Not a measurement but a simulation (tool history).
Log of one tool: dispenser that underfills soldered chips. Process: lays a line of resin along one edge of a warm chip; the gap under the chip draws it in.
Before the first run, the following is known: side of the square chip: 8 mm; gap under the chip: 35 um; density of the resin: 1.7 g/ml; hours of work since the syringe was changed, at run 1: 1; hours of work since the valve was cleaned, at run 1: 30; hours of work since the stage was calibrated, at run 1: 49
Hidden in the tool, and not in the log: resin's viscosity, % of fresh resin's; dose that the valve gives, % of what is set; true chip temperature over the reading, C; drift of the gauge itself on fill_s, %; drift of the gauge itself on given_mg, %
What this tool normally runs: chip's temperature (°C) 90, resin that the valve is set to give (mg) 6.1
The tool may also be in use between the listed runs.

run    day  chip's temperature (°C)  resin that the valve is set to give (mg)  hours of work since the syringe was changed  hours of work since the valve was cleaned  hours of work since the stage was calibrated  time until the resin shows at the far edge (s)  resin that the valve gave (mg)
  1      0                       90                                       6.1                                            1                                         30                                            49                                           127.1                            5.98
  2  0.288                       77                                       6.1                                            6                                         34                                            53                                           317.8                            5.94
     0.396  -- new syringe of resin
  3  0.488                       90                                      7.85                                            1                                         37                                            56                                             123                            7.56
  4  0.688                       90                                       6.1                                            4                                         40                                            59                                           157.8                            5.87
  5  0.817                       90                                       6.1                                            6                                         42                                            61                                           182.3                             5.9
     0.871  -- new syringe of resin
  6  1.004                       90                                      7.62                                            2                                         44                                            63                                           128.2                            7.31
  7  1.254                       90                                       6.1                                            6                                         48                                            67                                           174.1                            5.89
     1.358  -- new syringe of resin
  8  1.496                       90                                       6.1                                            2                                         51                                            70                                           131.9                            5.85
  9  1.621                       90                                       6.1                                            4                                         53                                            72                                           153.2                            5.89
 10  1.754                       90                                       6.1                                            6                                         55                                            74                                             177                            5.82
      1.85  -- new syringe of resin
 11  2.046                       90                                       6.1                                            3                                         59                                            78                                             144                            5.75
 12  2.283                       90                                       6.1                                            6                                         62                                            82                                           188.9                            5.78
     2.333  -- new syringe of resin
 13  2.512                       90                                      7.44                                            3                                         66                                            85                                           135.4                            7.05
 14  2.775                       90                                      6.74                                            6                                         69                                            89                                           186.4                            6.31
     2.829  -- new syringe of resin
 15      3                       84                                      6.74                                            3                                         73                                            92                                           184.1                            6.25
 16  3.162                       90                                       6.1                                            5                                         75                                            94                                           165.1                            5.68
     3.312  -- new syringe of resin
 17  3.358                       90                                       5.3                                            1                                         78                                            97                                           125.5                            5.04
 18  3.575                       90                                       5.3                                            4                                         81                                           100                                           160.7                            4.91
 19  3.696                       84                                      7.39                                            6                                         82                                           102                                           233.8                            6.83
     3.796  -- new syringe of resin
 20    3.9                       84                                      7.39                                            1                                         85                                           104                                           165.9                            6.77
 21  4.054                       84                                      7.39                                            4                                         88                                           107                                           194.1                            6.78
 22    4.2                       84                                      6.19                                            6                                         90                                           109                                           236.1                            5.65
     4.288  -- new syringe of resin
 23  4.425                       84                                      6.19                                            2                                         93                                           112                                           177.7                            5.62
 24  4.708                      105                                       6.1                                            6                                         97                                           116                                            98.1                            5.52
     4.775  -- new syringe of resin
 25  4.992                       84                                       6.1                                            3                                        101                                           120                                           197.2                            5.62
     5.254  -- new syringe of resin
 26    5.3                       91                                      7.82                                            1                                        105                                           124                                           114.4                            7.08
     5.429  -- dispensing valve cleaned and set on the balance
 27  5.575                       82                                      5.78                                            4                                          2                                           128                                           232.8                            5.82
     5.771  -- new syringe of resin
 28  5.775                       82                                      5.78                                            0                                          5                                           130                                           166.1                            5.69
 29  5.971                       82                                      6.39                                            3                                          8                                           133                                           206.4                            6.42
     6.254  -- new syringe of resin
 30  6.258                      103                                      6.84                                            0                                         12                                           137                                            66.1                            6.79
 31  6.404                      100                                      5.77                                            2                                         14                                           139                                            89.8                            5.71
 32  6.604                      100                                      5.77                                            5                                         17                                           142                                           111.1                            5.66
     6.738  -- new syringe of resin
 33  6.862                       85                                      6.37                                            2                                         20                                           146                                           169.4                            6.09
 34  7.133                       91                                      6.37                                            6                                         24                                           150                                           174.6                            6.31
     7.221  -- new syringe of resin
 35  7.388                       91                                      6.37                                            2                                         28                                           153                                           134.5                            6.25

Alternative continuations, all from the tool just after run 35; predict every row:
  A  7.558                       90                                      6.44                                            5                                         30                                           156                                               ?                               ?
  B  7.558                       78                                      6.36                                            5                                         30                                           156                                               ?                               ?
  C  7.558                       92                                      6.37                                            5                                         30                                           156                                               ?                               ?
  D  7.558                       78                                      6.37                                            5                                         30                                           156                                               ?                               ?
  E  7.558                      102                                       6.5                                            5                                         30                                           156                                               ?                               ?

run  time until the resin shows at the far edge (s)  resin that the valve gave (mg)
  A                                           165.3                            6.25
  B                                           290.3                             6.2
  C                                           152.9                            6.22
  D                                           291.1                            6.13
  E                                            98.4                            6.37
The same runs, with their run-to-run variation unchanged, on a tool lacking any hidden condition would have given:
run  time until the resin shows at the far edge (s)  resin that the valve gave (mg)
  A                                           109.5                            6.43
  B                                           191.9                            6.38
  C                                           101.3                             6.4
  D                                           192.3                            6.31
  E                                            65.2                            6.55

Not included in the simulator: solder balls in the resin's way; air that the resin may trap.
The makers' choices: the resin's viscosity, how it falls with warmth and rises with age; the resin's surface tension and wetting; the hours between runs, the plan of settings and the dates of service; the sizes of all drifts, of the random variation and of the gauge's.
